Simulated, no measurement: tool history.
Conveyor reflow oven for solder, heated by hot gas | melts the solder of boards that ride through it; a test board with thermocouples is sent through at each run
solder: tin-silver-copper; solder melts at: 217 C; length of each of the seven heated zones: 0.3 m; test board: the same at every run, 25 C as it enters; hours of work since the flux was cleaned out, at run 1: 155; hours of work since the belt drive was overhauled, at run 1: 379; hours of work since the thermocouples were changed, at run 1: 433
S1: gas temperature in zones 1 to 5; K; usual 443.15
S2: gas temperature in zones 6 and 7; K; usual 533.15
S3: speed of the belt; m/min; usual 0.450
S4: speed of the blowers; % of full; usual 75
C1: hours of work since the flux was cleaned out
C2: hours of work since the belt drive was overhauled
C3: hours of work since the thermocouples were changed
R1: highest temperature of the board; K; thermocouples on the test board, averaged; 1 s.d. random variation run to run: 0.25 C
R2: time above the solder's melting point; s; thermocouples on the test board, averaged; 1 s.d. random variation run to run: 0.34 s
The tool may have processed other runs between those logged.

Run 1, hour 0.0: usual settings; C1 155; C2 379; C3 433. Result: R1 516.15 K, R2 50.2 s.
Run 2, hour 16.6: usual settings but S4 53 % of full; C1 165; C2 388; C3 443. Result: R1 511.65 K, R2 43.6 s.
Run 3, hour 44.1: usual settings but S4 53 % of full; C1 181; C2 404; C3 459. Result: R1 511.55 K, R2 43.6 s.
Run 4, hour 69.1: usual settings but S4 53 % of full; C1 195; C2 419; C3 473. Result: R1 511.65 K, R2 43.2 s.
Run 5, hour 101.4: usual settings but S1 431.15 K, S4 53 % of full; C1 214; C2 437; C3 492. Result: R1 507.75 K, R2 35.3 s.
Run 6, hour 133.9: usual settings but S1 431.15 K, S4 53 % of full; C1 232; C2 456; C3 510. Result: R1 508.05 K, R2 35.6 s.
At hour 139.0: thermocouples of zones 6 and 7 changed.
Run 7, hour 160.1: usual settings but S1 431.15 K, S4 53 % of full; C1 246; C2 470; C3 12. Result: R1 508.75 K, R2 36.2 s.
Run 8, hour 184.3: usual settings but S1 431.15 K, S4 53 % of full; C1 260; C2 484; C3 26. Result: R1 508.75 K, R2 35.2 s.
Run 9, hour 219.6: usual settings but S1 431.15 K, S4 53 % of full; C1 280; C2 504; C3 46. Result: R1 508.45 K, R2 36.0 s.
Run 10, hour 255.0: usual settings; C1 301; C2 524; C3 67. Result: R1 515.25 K, R2 48.8 s.
Run 11, hour 280.9: usual settings; C1 315; C2 539; C3 81. Result: R1 515.25 K, R2 48.5 s.
Run 12, hour 314.4: usual settings but S2 524.15 K; C1 335; C2 558; C3 101. Result: R1 507.35 K, R2 39.6 s.
Run 13, hour 344.6: usual settings but S2 524.15 K; C1 352; C2 576; C3 118. Result: R1 506.95 K, R2 39.1 s.
Run 14, hour 366.7: usual settings but S2 524.15 K; C1 365; C2 588; C3 131. Result: R1 506.45 K, R2 38.3 s.
Run 15, hour 392.0: usual settings but S1 444.15 K; C1 379; C2 603; C3 145. Result: R1 514.15 K, R2 48.9 s.
Run 16, hour 421.8: usual settings but S1 444.15 K, S2 534.15 K, S3 0.461 m/min; C1 396; C2 620; C3 162. Result: R1 514.25 K, R2 46.9 s.
Run 17, hour 452.8: usual settings but S1 442.15 K, S2 535.15 K, S3 0.455 m/min, S4 80 % of full; C1 414; C2 638; C3 180. Result: R1 515.25 K, R2 48.7 s.
At hour 485.8: flux residue cleaned out of gas plates and filters.
Run 18, hour 495.1: usual settings but S1 451.15 K, S2 540.15 K, S3 0.420 m/min, S4 85 % of full; C1 5; C2 659; C3 202. Result: R1 528.05 K, R2 69.9 s.
Run 19, hour 517.4: usual settings but S1 451.15 K, S2 540.15 K, S3 0.420 m/min, S4 85 % of full; C1 18; C2 672; C3 214. Result: R1 528.35 K, R2 70.2 s.
Run 20, hour 535.1: usual settings but S1 456.15 K, S2 541.15 K, S4 86 % of full; C1 28; C2 682; C3 225. Result: R1 527.85 K, R2 66.8 s.
Run 21, hour 556.1: usual settings but S1 439.15 K, S2 546.15 K, S3 0.464 m/min; C1 40; C2 694; C3 237. Result: R1 526.45 K, R2 57.3 s.
Run 22, hour 592.9: usual settings but S1 439.15 K, S2 546.15 K, S3 0.464 m/min; C1 62; C2 715; C3 258. Result: R1 526.55 K, R2 57.0 s.
Run 23, hour 629.7: usual settings but S2 525.15 K, S3 0.446 m/min; C1 83; C2 736; C3 279. Result: R1 510.25 K, R2 45.8 s.
Run 24, hour 661.7: usual settings but S1 444.15 K, S2 525.15 K, S3 0.446 m/min; C1 101; C2 755; C3 297. Result: R1 510.15 K, R2 46.4 s.
Run 25, hour 683.4: usual settings but S1 444.15 K, S2 536.15 K, S3 0.441 m/min, S4 82 % of full; C1 113; C2 767; C3 310. Result: R1 520.75 K, R2 58.2 s.
Run 26, hour 701.3: usual settings but S1 444.15 K, S2 531.15 K, S3 0.441 m/min, S4 82 % of full; C1 124; C2 777; C3 320. Result: R1 516.15 K, R2 54.0 s.
Run 27, hour 717.8: usual settings but S1 444.15 K, S2 531.15 K, S3 0.441 m/min, S4 82 % of full; C1 133; C2 787; C3 329. Result: R1 516.05 K, R2 54.2 s.
Run 28, hour 753.1: usual settings but S2 528.15 K, S4 66 % of full; C1 153; C2 807; C3 350. Result: R1 510.35 K, R2 43.8 s.
Run 29, hour 783.3: usual settings but S1 445.15 K, S2 527.15 K, S4 79 % of full; C1 171; C2 824; C3 367. Result: R1 511.15 K, R2 47.5 s.
Run 30, hour 803.9: usual settings but S1 445.15 K, S2 522.15 K, S3 0.413 m/min, S4 53 % of full; C1 183; C2 836; C3 379. Result: R1 505.65 K, R2 41.8 s.

Branching from run 30: 4 alternative next runs. What would each branch give?
Run A, hour 834.4: usual settings but S1 453.15 K; C1 200; C2 854; C3 396. Result: R1 ?, R2 ?.
Run B, hour 834.4: usual settings but S2 523.15 K; C1 200; C2 854; C3 396. Result: R1 ?, R2 ?.
Run C, hour 834.4: usual settings but S1 430.15 K, S4 51 % of full; C1 200; C2 854; C3 396. Result: R1 ?, R2 ?.
Run D, hour 834.4: usual settings but S1 445.15 K, S2 540.15 K, S3 0.413 m/min, S4 55 % of full; C1 200; C2 854; C3 396. Result: R1 ?, R2 ?.

run      R1    R2
  A  517.65  57.1
  B  507.15  40.8
  C  507.15  35.3
  D  521.65  61.9
With the hidden condition removed and each run's random variation left untouched, the same runs would have given:
run      R1    R2
  A  519.65  58.1
  B  509.25  43.4
  C  509.15  37.4
  D  523.55  62.5
